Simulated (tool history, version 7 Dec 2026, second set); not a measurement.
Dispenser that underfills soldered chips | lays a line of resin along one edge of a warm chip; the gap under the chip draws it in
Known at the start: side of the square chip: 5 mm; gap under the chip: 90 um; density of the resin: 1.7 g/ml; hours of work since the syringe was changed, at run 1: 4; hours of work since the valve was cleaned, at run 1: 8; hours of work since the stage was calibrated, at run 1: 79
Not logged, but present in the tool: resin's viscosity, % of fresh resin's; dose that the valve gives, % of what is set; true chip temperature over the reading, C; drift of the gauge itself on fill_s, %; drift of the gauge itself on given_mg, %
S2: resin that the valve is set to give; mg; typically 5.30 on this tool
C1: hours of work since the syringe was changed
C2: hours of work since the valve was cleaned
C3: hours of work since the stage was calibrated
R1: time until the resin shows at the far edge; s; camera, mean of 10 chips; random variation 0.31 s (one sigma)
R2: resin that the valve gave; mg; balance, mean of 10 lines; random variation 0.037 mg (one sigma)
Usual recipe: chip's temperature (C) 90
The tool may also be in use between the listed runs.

run 1 hour=0.0 | chip's_temperature_(C)=90 S2=5.30 | C1=4 C2=8 C3=79 | R1=10.2 R2=5.24
run 2 hour=4.9 | chip's_temperature_(C)=90 S2=5.30 | C1=7 C2=12 C3=83 | R1=13.1 R2=5.28
-- hour=7.8 new syringe of resin
run 3 hour=8.4 | chip's_temperature_(C)=90 S2=5.30 | C1=1 C2=15 C3=85 | R1=8.5 R2=5.29
run 4 hour=11.3 | chip's_temperature_(C)=100 S2=5.30 | C1=3 C2=17 C3=88 | R1=5.5 R2=5.33
run 5 hour=14.8 | chip's_temperature_(C)=100 S2=5.30 | C1=6 C2=20 C3=90 | R1=6.8 R2=5.20
run 6 hour=19.5 | chip's_temperature_(C)=100 S2=5.30 | C1=9 C2=23 C3=94 | R1=9.7 R2=5.19
-- hour=20.1 new syringe of resin
run 7 hour=22.8 | chip's_temperature_(C)=90 S2=5.30 | C1=2 C2=26 C3=96 | R1=8.8 R2=5.24
run 8 hour=26.3 | chip's_temperature_(C)=90 S2=5.30 | C1=5 C2=29 C3=99 | R1=11.0 R2=5.19
run 9 hour=29.5 | chip's_temperature_(C)=90 S2=5.30 | C1=7 C2=31 C3=102 | R1=13.7 R2=5.13
-- hour=32.7 new syringe of resin
run 10 hour=33.2 | chip's_temperature_(C)=89 S2=5.69 | C1=0 C2=34 C3=104 | R1=8.5 R2=5.57
run 11 hour=37.6 | chip's_temperature_(C)=95 S2=5.45 | C1=4 C2=37 C3=108 | R1=8.1 R2=5.30
run 12 hour=42.2 | chip's_temperature_(C)=90 S2=5.52 | C1=8 C2=41 C3=111 | R1=12.6 R2=5.45
-- hour=45.1 new syringe of resin
run 13 hour=45.8 | chip's_temperature_(C)=90 S2=5.52 | C1=1 C2=43 C3=114 | R1=8.0 R2=5.36
run 14 hour=50.4 | chip's_temperature_(C)=82 S2=5.43 | C1=4 C2=47 C3=117 | R1=15.2 R2=5.36
run 15 hour=55.4 | chip's_temperature_(C)=76 S2=6.84 | C1=8 C2=51 C3=121 | R1=26.9 R2=6.69

4 ways to go on from here, each from the tool as it stands after run 15. What would each give?
-- hour=57.3 new syringe of resin
run A hour=61.0 | chip's_temperature_(C)=77 S2=6.14 | C1=3 C2=55 C3=126 | R1=? R2=?
-- hour=57.3 new syringe of resin
run B hour=61.0 | chip's_temperature_(C)=89 S2=5.92 | C1=3 C2=55 C3=126 | R1=? R2=?
-- hour=57.3 new syringe of resin
run C hour=61.0 | chip's_temperature_(C)=97 S2=5.38 | C1=3 C2=55 C3=126 | R1=? R2=?
-- hour=57.3 new syringe of resin
run D hour=61.0 | chip's_temperature_(C)=76 S2=5.65 | C1=3 C2=55 C3=126 | R1=? R2=?

run=A R1=18.6 R2=5.95
run=B R1=10.5 R2=5.77
run=C R1=7.1 R2=5.23
run=D R1=20.1 R2=5.49
The same runs, with their run-to-run variation unchanged, on a tool lacking any hidden condition would have given:
run=A R1=15.6 R2=6.11
run=B R1=8.8 R2=5.93
run=C R1=5.9 R2=5.37
run=D R1=16.8 R2=5.64

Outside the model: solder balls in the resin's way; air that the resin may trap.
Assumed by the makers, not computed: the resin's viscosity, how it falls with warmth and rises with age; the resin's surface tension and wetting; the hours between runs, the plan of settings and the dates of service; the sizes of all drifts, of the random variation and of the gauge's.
